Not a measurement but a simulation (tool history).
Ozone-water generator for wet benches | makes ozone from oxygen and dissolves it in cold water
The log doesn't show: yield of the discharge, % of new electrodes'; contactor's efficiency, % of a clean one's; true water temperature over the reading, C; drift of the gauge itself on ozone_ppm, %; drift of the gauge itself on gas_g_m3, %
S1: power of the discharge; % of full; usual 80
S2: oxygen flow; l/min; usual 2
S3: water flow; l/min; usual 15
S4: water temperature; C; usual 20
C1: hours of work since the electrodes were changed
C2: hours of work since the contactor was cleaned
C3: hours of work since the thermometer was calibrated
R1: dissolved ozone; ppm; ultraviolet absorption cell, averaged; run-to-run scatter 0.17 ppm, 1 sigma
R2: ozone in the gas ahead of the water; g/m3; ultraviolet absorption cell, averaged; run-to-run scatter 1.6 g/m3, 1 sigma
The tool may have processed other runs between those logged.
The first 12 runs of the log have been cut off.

run,hour,S1,S2,S3,S4,C1,C2,C3,R1,R2
13,557.9,80,2,15,20,461,3586,647,21.3,300.2
14,603.5,80,2,15,20,493,3618,679,21.1,298.4
15,640.9,80,2,15,20,519,3643,705,21.5,300.5
16,703.8,80,2,15,20,562,3687,749,21.4,298
17,753,63,1.79,13,16,596,3721,783,20.2,260.4
18,804.4,95,1.45,16,12,632,3757,819,22.6,407.5
19,833.9,57,1.82,15,20,653,3778,839,15.7,241.1
20,886.4,57,1.82,15,20,689,3814,876,15.7,239
21,913.6,80,2,13,16,708,3833,895,25.1,302.3
22,946.6,93,1.92,13,16,731,3856,917,28,345.6
# hour 952.6: water thermometer calibrated
23,992.9,93,1.92,13,16,763,3888,28,28.3,346.4
24,1023.2,93,1.92,13,16,784,3909,49,28.2,348
25,1063.9,93,1.92,13,16,812,3937,77,28.1,346.8
26,1119.9,80,2,9,27,851,3976,116,29.8,299.8
27,1148.9,44,2.28,12,25,871,3996,136,15,172.5
# hour 1164.3: water thermometer calibrated, once more
28,1177.5,50,2.6,12,25,891,4016,9,16.7,178.8
29,1232.1,59,2.6,12,25,929,4054,47,19.1,205.3
30,1295.1,80,2,15,18,973,4098,91,21.5,295.1
31,1331.4,80,2,15,18,998,4123,116,21.3,297.3
32,1366.4,80,2,15,18,1022,4147,140,21.4,298

3 ways to go on from here, each from the tool as it stands after run 32. What would each give?
A,1398.9,80,2,15,28,1045,4170,163,?,?
B,1398.9,50,2,19,17,1045,4170,163,?,?
C,1398.9,82,2,19,19,1045,4170,163,?,?

run,R1,R2
A,19.1,298.5
B,11.4,203
C,16.8,302.9
Without the tool's unlogged condition, the same runs would have read:
run,R1,R2
A,20.2,303.2
B,12,205.1
C,17.9,307.7
